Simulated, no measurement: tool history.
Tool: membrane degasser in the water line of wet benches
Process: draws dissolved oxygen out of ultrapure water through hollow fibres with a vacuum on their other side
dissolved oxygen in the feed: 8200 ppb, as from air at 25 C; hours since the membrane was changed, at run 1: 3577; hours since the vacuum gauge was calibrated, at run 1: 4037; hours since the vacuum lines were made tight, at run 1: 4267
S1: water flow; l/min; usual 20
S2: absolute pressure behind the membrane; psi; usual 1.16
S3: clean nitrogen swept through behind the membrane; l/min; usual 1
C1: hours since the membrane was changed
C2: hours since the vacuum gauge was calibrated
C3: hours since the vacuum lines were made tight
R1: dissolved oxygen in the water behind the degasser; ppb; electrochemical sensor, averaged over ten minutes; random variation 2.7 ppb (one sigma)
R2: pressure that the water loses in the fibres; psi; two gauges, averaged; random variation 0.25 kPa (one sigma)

run,hour,S1,S2,S3,C1,C2,C3,R1,R2
1,0,20,1.16,1,3577,4037,4267,290.1,9.912
2,149.6,20,1.16,1,3726,4186,4416,290.7,9.961
3,316.9,15,1.16,1,3893,4354,4584,196.5,7.427
# hour 343.2: seals of the vacuum lines changed
4,419.8,15,1.16,1,3994,4454,77,190.9,7.423
5,551.3,15,1.16,1,4126,4586,208,190.9,7.395
# hour 570.5: vacuum gauge calibrated
6,667.5,15,1.16,1,4242,97,324,195.6,7.458
7,812.5,15,1.16,1,4387,242,469,196.5,7.474
8,895,15,1.16,1,4469,324,551,198.6,7.506
9,1048.6,15,1.16,1,4623,478,705,198.3,7.519
# hour 1124: vacuum gauge calibrated, once more
10,1166.2,15,1.16,1.24,4740,42,822,158.4,7.53
11,1242.4,15,1.16,1.24,4816,118,898,159.3,7.477
12,1326.3,20,0.718,1,4900,202,982,154.9,9.96
13,1426.4,20,0.718,1,5000,302,1082,155.7,9.945
14,1537.3,20,0.718,1,5111,413,1193,154.3,9.909
15,1665,23,0.982,1,5239,541,1321,291.1,11.487
16,1782.7,26,1.268,1,5356,659,1438,463.8,12.971
17,1865.3,15,2.181,1,5439,741,1521,415.2,7.568
18,1969.1,15,2.181,1,5543,845,1625,422.1,7.442
19,2057.8,16,1.16,0.95,5631,934,1714,213,8.047
20,2127.1,28,1.16,0.95,5701,1003,1783,498.2,14.044

Forecast run 21:
21,2262.3,28,1.16,0.95,5836,1138,1918,?,?

{"run 21": {"R1": 503.4, "R2": 14.06}}
Without the tool's hidden state the same run would have given R1 468.4 ppb, R2 13.459 psi.

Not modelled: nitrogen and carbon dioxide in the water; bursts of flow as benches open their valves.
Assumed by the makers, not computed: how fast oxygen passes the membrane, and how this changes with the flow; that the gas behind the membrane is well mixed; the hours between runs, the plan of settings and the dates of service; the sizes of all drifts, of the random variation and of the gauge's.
